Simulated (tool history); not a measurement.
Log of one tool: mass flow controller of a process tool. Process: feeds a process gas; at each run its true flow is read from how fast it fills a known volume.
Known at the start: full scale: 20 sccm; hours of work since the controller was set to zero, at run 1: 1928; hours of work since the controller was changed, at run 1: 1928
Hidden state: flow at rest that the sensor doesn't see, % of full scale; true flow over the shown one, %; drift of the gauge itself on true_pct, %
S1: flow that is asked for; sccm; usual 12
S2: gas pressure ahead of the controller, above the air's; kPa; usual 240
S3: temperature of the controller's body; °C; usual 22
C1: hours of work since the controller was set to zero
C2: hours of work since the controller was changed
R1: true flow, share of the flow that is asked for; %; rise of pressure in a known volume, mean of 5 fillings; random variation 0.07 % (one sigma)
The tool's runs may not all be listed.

{"run": 1, "day": 0.0, "S1": 12, "S2": 240, "S3": 22, "C1": 1928, "C2": 1928, "R1": 99.14}
{"run": 2, "day": 7.812, "S1": 12, "S2": 240, "S3": 22, "C1": 2044, "C2": 2044, "R1": 99.1}
{"run": 3, "day": 14.296, "S1": 12, "S2": 240, "S3": 22, "C1": 2141, "C2": 2141, "R1": 99.12}
{"run": 4, "day": 22.654, "S1": 12, "S2": 198, "S3": 22, "C1": 2266, "C2": 2266, "R1": 98.9}
{"run": 5, "day": 34.688, "S1": 12, "S2": 198, "S3": 22, "C1": 2445, "C2": 2445, "R1": 98.86}
{"run": 6, "day": 46.717, "S1": 12, "S2": 198, "S3": 22, "C1": 2625, "C2": 2625, "R1": 98.78}
{"run": 7, "day": 58.004, "S1": 12, "S2": 198, "S3": 22, "C1": 2793, "C2": 2793, "R1": 98.79}
{"run": 8, "day": 67.4, "S1": 12, "S2": 240, "S3": 23, "C1": 2934, "C2": 2934, "R1": 99.11}
{"run": 9, "day": 76.258, "S1": 12, "S2": 240, "S3": 22, "C1": 3066, "C2": 3066, "R1": 99.05}
{"run": 10, "day": 82.054, "S1": 12, "S2": 240, "S3": 22, "C1": 3152, "C2": 3152, "R1": 99.13}
{"run": 11, "day": 92.392, "S1": 12, "S2": 240, "S3": 22, "C1": 3307, "C2": 3307, "R1": 99.1}
{"run": 12, "day": 99.196, "S1": 12, "S2": 240, "S3": 22, "C1": 3408, "C2": 3408, "R1": 99.11}
{"run": 13, "day": 106.092, "S1": 12, "S2": 240, "S3": 22, "C1": 3511, "C2": 3511, "R1": 99.15}
{"run": 14, "day": 117.508, "S1": 12, "S2": 240, "S3": 22, "C1": 3681, "C2": 3681, "R1": 99.13}
{"run": 15, "day": 129.529, "S1": 12, "S2": 240, "S3": 22, "C1": 3861, "C2": 3861, "R1": 98.97}
{"run": 16, "day": 141.821, "S1": 12, "S2": 240, "S3": 22, "C1": 4044, "C2": 4044, "R1": 99.03}
{"run": 17, "day": 148.225, "S1": 12, "S2": 240, "S3": 22, "C1": 4140, "C2": 4140, "R1": 99.05}
{"run": 18, "day": 156.317, "S1": 12, "S2": 240, "S3": 22, "C1": 4261, "C2": 4261, "R1": 99.08}
{"run": 19, "day": 165.875, "S1": 12, "S2": 240, "S3": 22, "C1": 4403, "C2": 4403, "R1": 99.17}
{"run": 20, "day": 178.371, "S1": 12, "S2": 223, "S3": 22, "C1": 4590, "C2": 4590, "R1": 98.97}
{"run": 21, "day": 184.25, "S1": 12, "S2": 223, "S3": 22, "C1": 4678, "C2": 4678, "R1": 98.9}
{"run": 22, "day": 193.817, "S1": 16, "S2": 149, "S3": 22, "C1": 4820, "C2": 4820, "R1": 99.24}
{"run": 23, "day": 201.812, "S1": 7, "S2": 149, "S3": 37, "C1": 4940, "C2": 4940, "R1": 96.43}
{"run": 24, "day": 211.821, "S1": 7, "S2": 149, "S3": 37, "C1": 5089, "C2": 5089, "R1": 96.43}
{"run": 25, "day": 221.504, "S1": 18, "S2": 240, "S3": 22, "C1": 5234, "C2": 5234, "R1": 100.39}
{"run": 26, "day": 226.854, "S1": 18, "S2": 240, "S3": 22, "C1": 5314, "C2": 5314, "R1": 100.28}
{"run": 27, "day": 237.833, "S1": 13, "S2": 262, "S3": 22, "C1": 5477, "C2": 5477, "R1": 99.43}
{"run": 28, "day": 246.55, "S1": 3, "S2": 214, "S3": 29, "C1": 5608, "C2": 5608, "R1": 92.87}
{"run": 29, "day": 257.662, "S1": 3, "S2": 214, "S3": 30, "C1": 5773, "C2": 5773, "R1": 92.87}
{"run": 30, "day": 265.408, "S1": 3, "S2": 175, "S3": 30, "C1": 5889, "C2": 5889, "R1": 92.22}
{"run": 31, "day": 274.583, "S1": 3, "S2": 175, "S3": 30, "C1": 6026, "C2": 6026, "R1": 92.21}
{"run": 32, "day": 281.029, "S1": 12, "S2": 264, "S3": 33, "C1": 6122, "C2": 6122, "R1": 98.95}
{"run": 33, "day": 286.283, "S1": 12, "S2": 264, "S3": 33, "C1": 6201, "C2": 6201, "R1": 98.83}

Forecast each of these 5 alternatives for the next run:
{"run": "A", "day": 292.538, "S1": 3, "S2": 264, "S3": 33, "C1": 6294, "C2": 6294, "R1": "?"}
{"run": "B", "day": 292.538, "S1": 12, "S2": 270, "S3": 22, "C1": 6294, "C2": 6294, "R1": "?"}
{"run": "C", "day": 292.538, "S1": 9, "S2": 240, "S3": 22, "C1": 6294, "C2": 6294, "R1": "?"}
{"run": "D", "day": 292.538, "S1": 6, "S2": 169, "S3": 21, "C1": 6294, "C2": 6294, "R1": "?"}
{"run": "E", "day": 292.538, "S1": 18, "S2": 250, "S3": 27, "C1": 6294, "C2": 6294, "R1": "?"}

run=A R1=92.7
run=B R1=99.31
run=C R1=98.03
run=D R1=95.94
run=E R1=100.43
Without the tool's hidden state the same runs would have given:
run=A R1=98.12
run=B R1=99.58
run=C R1=98.87
run=D R1=97.92
run=E R1=100.12
